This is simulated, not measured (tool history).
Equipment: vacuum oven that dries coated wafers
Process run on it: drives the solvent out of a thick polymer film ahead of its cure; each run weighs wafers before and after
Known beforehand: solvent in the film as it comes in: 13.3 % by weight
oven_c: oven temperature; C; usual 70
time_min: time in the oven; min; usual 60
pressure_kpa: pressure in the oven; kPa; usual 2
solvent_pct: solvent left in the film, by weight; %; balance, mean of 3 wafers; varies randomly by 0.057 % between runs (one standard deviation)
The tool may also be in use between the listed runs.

{"run": 1, "hour": 0.0, "oven_c": 70, "time_min": 60, "pressure_kpa": 2, "solvent_pct": 2.81}
{"run": 2, "hour": 8.7, "oven_c": 75, "time_min": 60, "pressure_kpa": 2, "solvent_pct": 1.96}
{"run": 3, "hour": 18.7, "oven_c": 75, "time_min": 60, "pressure_kpa": 2, "solvent_pct": 2.02}
{"hour": 33.2, "done": "oven's thermocouples calibrated"}
{"run": 4, "hour": 39.6, "oven_c": 75, "time_min": 60, "pressure_kpa": 2, "solvent_pct": 1.96}
{"run": 5, "hour": 56.1, "oven_c": 75, "time_min": 60, "pressure_kpa": 2, "solvent_pct": 2.04}
{"run": 6, "hour": 65.2, "oven_c": 56, "time_min": 60, "pressure_kpa": 2, "solvent_pct": 6.13}
{"run": 7, "hour": 83.1, "oven_c": 56, "time_min": 60, "pressure_kpa": 1.82, "solvent_pct": 5.94}
{"run": 8, "hour": 96.5, "oven_c": 56, "time_min": 60, "pressure_kpa": 1.82, "solvent_pct": 6.15}
{"run": 9, "hour": 108.7, "oven_c": 70, "time_min": 60, "pressure_kpa": 2, "solvent_pct": 2.87}
{"run": 10, "hour": 121.5, "oven_c": 71, "time_min": 52, "pressure_kpa": 1.37, "solvent_pct": 2.87}
{"run": 11, "hour": 141.0, "oven_c": 62, "time_min": 50, "pressure_kpa": 1.04, "solvent_pct": 4.77}
{"run": 12, "hour": 151.0, "oven_c": 70, "time_min": 65, "pressure_kpa": 1.19, "solvent_pct": 2.25}
{"run": 13, "hour": 164.2, "oven_c": 76, "time_min": 60, "pressure_kpa": 2, "solvent_pct": 1.81}
{"run": 14, "hour": 175.7, "oven_c": 76, "time_min": 60, "pressure_kpa": 2, "solvent_pct": 1.8}
{"run": 15, "hour": 186.6, "oven_c": 83, "time_min": 46, "pressure_kpa": 2, "solvent_pct": 1.42}
{"run": 16, "hour": 203.4, "oven_c": 70, "time_min": 97, "pressure_kpa": 4.36, "solvent_pct": 2.61}
{"run": 17, "hour": 213.6, "oven_c": 80, "time_min": 97, "pressure_kpa": 4.36, "solvent_pct": 1.31}
{"run": 18, "hour": 226.9, "oven_c": 74, "time_min": 60, "pressure_kpa": 5.97, "solvent_pct": 3.44}

4 ways to go on from here, each from the tool as it stands after run 18. What would each give?
{"run": "A", "hour": 241.1, "oven_c": 69, "time_min": 104, "pressure_kpa": 2.08, "solvent_pct": "?"}
{"run": "B", "hour": 241.1, "oven_c": 80, "time_min": 37, "pressure_kpa": 1.33, "solvent_pct": "?"}
{"run": "C", "hour": 241.1, "oven_c": 78, "time_min": 66, "pressure_kpa": 7.91, "solvent_pct": "?"}
{"run": "D", "hour": 241.1, "oven_c": 62, "time_min": 60, "pressure_kpa": 2, "solvent_pct": "?"}

run=A solvent_pct=1.63
run=B solvent_pct=2.28
run=C solvent_pct=3.16
run=D solvent_pct=4.63
The same runs, with their run-to-run variation unchanged, on a tool lacking any hidden condition would have given:
run=A solvent_pct=1.62
run=B solvent_pct=2.27
run=C solvent_pct=3.14
run=D solvent_pct=4.61
